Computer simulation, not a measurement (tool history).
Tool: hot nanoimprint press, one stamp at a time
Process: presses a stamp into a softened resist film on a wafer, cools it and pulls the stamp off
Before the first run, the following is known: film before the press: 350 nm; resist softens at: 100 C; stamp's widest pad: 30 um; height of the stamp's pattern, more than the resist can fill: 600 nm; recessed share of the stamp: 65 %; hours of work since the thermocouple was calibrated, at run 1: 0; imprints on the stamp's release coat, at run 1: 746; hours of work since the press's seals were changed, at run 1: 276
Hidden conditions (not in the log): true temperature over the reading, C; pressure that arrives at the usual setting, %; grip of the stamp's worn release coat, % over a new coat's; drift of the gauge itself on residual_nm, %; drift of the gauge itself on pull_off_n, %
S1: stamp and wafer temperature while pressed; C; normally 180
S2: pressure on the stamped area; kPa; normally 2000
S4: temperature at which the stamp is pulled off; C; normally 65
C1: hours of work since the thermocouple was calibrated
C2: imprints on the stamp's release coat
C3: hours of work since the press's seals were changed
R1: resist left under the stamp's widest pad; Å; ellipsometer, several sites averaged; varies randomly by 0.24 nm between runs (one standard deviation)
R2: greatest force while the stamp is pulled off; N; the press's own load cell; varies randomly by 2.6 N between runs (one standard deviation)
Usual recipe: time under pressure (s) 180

run 1 hour=0 | S1=180 S2=2000 time_under_pressure_(s)=180 S4=65 | C1=0 C2=746 C3=276 | R1=2128 R2=199
run 2 hour=51.9 | S1=180 S2=2000 time_under_pressure_(s)=180 S4=65 | C1=22 C2=861 C3=298 | R1=2119 R2=201
run 3 hour=114.3 | S1=180 S2=2000 time_under_pressure_(s)=180 S4=65 | C1=48 C2=1001 C3=324 | R1=2121 R2=203
run 4 hour=142.6 | S1=180 S2=2000 time_under_pressure_(s)=136 S4=65 | C1=60 C2=1064 C3=336 | R1=2298 R2=205
run 5 hour=196.3 | S1=180 S2=2000 time_under_pressure_(s)=136 S4=65 | C1=82 C2=1183 C3=358 | R1=2293 R2=208
run 6 hour=247.5 | S1=180 S2=2000 time_under_pressure_(s)=136 S4=65 | C1=104 C2=1298 C3=380 | R1=2287 R2=211
run 7 hour=280.9 | S1=180 S2=1650 time_under_pressure_(s)=136 S4=65 | C1=118 C2=1372 C3=394 | R1=2425 R2=210
-- hour=319.5 stamp cleaned and given a new release coat
run 8 hour=330.1 | S1=180 S2=2000 time_under_pressure_(s)=180 S4=65 | C1=136 C2=24 C3=412 | R1=2103 R2=178
run 9 hour=389 | S1=180 S2=2000 time_under_pressure_(s)=263 S4=65 | C1=161 C2=155 C3=437 | R1=1859 R2=183
run 10 hour=444.1 | S1=180 S2=2000 time_under_pressure_(s)=263 S4=65 | C1=184 C2=278 C3=460 | R1=1856 R2=185
run 11 hour=491.8 | S1=180 S2=2060 time_under_pressure_(s)=180 S4=65 | C1=204 C2=384 C3=480 | R1=2076 R2=191
run 12 hour=551.4 | S1=180 S2=1860 time_under_pressure_(s)=180 S4=65 | C1=229 C2=517 C3=505 | R1=2145 R2=188
-- hour=564.3 press's hydraulic seals changed and the load cell set to zero
run 13 hour=599.1 | S1=180 S2=1860 time_under_pressure_(s)=102 S4=65 | C1=246 C2=606 C3=15 | R1=2467 R2=193
-- hour=626.2 plate thermocouple calibrated
run 14 hour=654.9 | S1=180 S2=1860 time_under_pressure_(s)=102 S4=65 | C1=12 C2=723 C3=37 | R1=2511 R2=192
run 15 hour=693.6 | S1=180 S2=2000 time_under_pressure_(s)=180 S4=67 | C1=28 C2=810 C3=53 | R1=2093 R2=187
run 16 hour=725.9 | S1=180 S2=2000 time_under_pressure_(s)=180 S4=67 | C1=42 C2=882 C3=67 | R1=2093 R2=191
run 17 hour=755.2 | S1=181 S2=1670 time_under_pressure_(s)=172 S4=53 | C1=54 C2=947 C3=79 | R1=2185 R2=250
run 18 hour=816.7 | S1=180 S2=2000 time_under_pressure_(s)=180 S4=51 | C1=80 C2=1084 C3=105 | R1=2086 R2=267
run 19 hour=877.2 | S1=180 S2=1410 time_under_pressure_(s)=194 S4=58 | C1=105 C2=1219 C3=130 | R1=2298 R2=239
run 20 hour=920.6 | S1=180 S2=1410 time_under_pressure_(s)=194 S4=58 | C1=124 C2=1316 C3=148 | R1=2293 R2=253
run 21 hour=960.6 | S1=180 S2=1410 time_under_pressure_(s)=194 S4=58 | C1=140 C2=1405 C3=165 | R1=2290 R2=252
-- hour=985 stamp cleaned and given a new release coat
run 22 hour=1003.5 | S1=190 S2=2000 time_under_pressure_(s)=180 S4=57 | C1=156 C2=42 C3=181 | R1=1433 R2=206
run 23 hour=1054.8 | S1=182 S2=1730 time_under_pressure_(s)=98 S4=73 | C1=177 C2=156 C3=202 | R1=2424 R2=151
run 24 hour=1117.6 | S1=182 S2=2210 time_under_pressure_(s)=208 S4=73 | C1=204 C2=296 C3=229 | R1=1762 R2=148
run 25 hour=1148 | S1=188 S2=2000 time_under_pressure_(s)=265 S4=70 | C1=217 C2=364 C3=241 | R1=1324 R2=160
run 26 hour=1207.1 | S1=173 S2=2950 time_under_pressure_(s)=180 S4=65 | C1=241 C2=496 C3=266 | R1=2291 R2=186
-- hour=1239.4 plate thermocouple calibrated
run 27 hour=1262 | S1=179 S2=2840 time_under_pressure_(s)=160 S4=73 | C1=9 C2=612 C3=288 | R1=2023 R2=160

For each entry between runs, how does the tool's hidden state at the last listed run before it compare with that at the first listed run after it?
Run 7 -> run 8: stamp cleaned and given a new release coat (hour 319.5)
  true temperature over the reading, C: 0.25 -> 0.3; pressure that arrives at the usual setting, %: 96.63 -> 96.48; grip of the stamp's worn release coat, % over a new coat's: 21.8 -> 0.4
  measured minus no-state result, R1: +4 -> +5 Å; R2: +36 -> +0 N
Run 12 -> run 13: press's hydraulic seals changed and the load cell set to zero (hour 564.3)
  true temperature over the reading, C: 0.57 -> 0.62; pressure that arrives at the usual setting, %: 95.73 -> 99.84; grip of the stamp's worn release coat, % over a new coat's: 8 -> 9.4
  measured minus no-state result, R1: -10 -> -40 Å; R2: +12 -> +14 N
Run 13 -> run 14: plate thermocouple calibrated (hour 626.2)
  true temperature over the reading, C: 0.62 -> 0.09; pressure that arrives at the usual setting, %: 99.84 -> 99.68; grip of the stamp's worn release coat, % over a new coat's: 9.4 -> 11.3
  measured minus no-state result, R1: -40 -> -3 Å; R2: +14 -> +19 N
Run 21 -> run 22: stamp cleaned and given a new release coat (hour 985)
  true temperature over the reading, C: 0.46 -> 0.51; pressure that arrives at the usual setting, %: 98.61 -> 98.49; grip of the stamp's worn release coat, % over a new coat's: 22.3 -> 0.6
  measured minus no-state result, R1: -25 -> -18 Å; R2: +44 -> +0 N
Run 26 -> run 27: plate thermocouple calibrated (hour 1239.4)
  true temperature over the reading, C: 0.75 -> -0.24; pressure that arrives at the usual setting, %: 97.81 -> 97.62; grip of the stamp's worn release coat, % over a new coat's: 7.7 -> 9.5
  measured minus no-state result, R1: -33 -> +44 Å; R2: +11 -> +15 N

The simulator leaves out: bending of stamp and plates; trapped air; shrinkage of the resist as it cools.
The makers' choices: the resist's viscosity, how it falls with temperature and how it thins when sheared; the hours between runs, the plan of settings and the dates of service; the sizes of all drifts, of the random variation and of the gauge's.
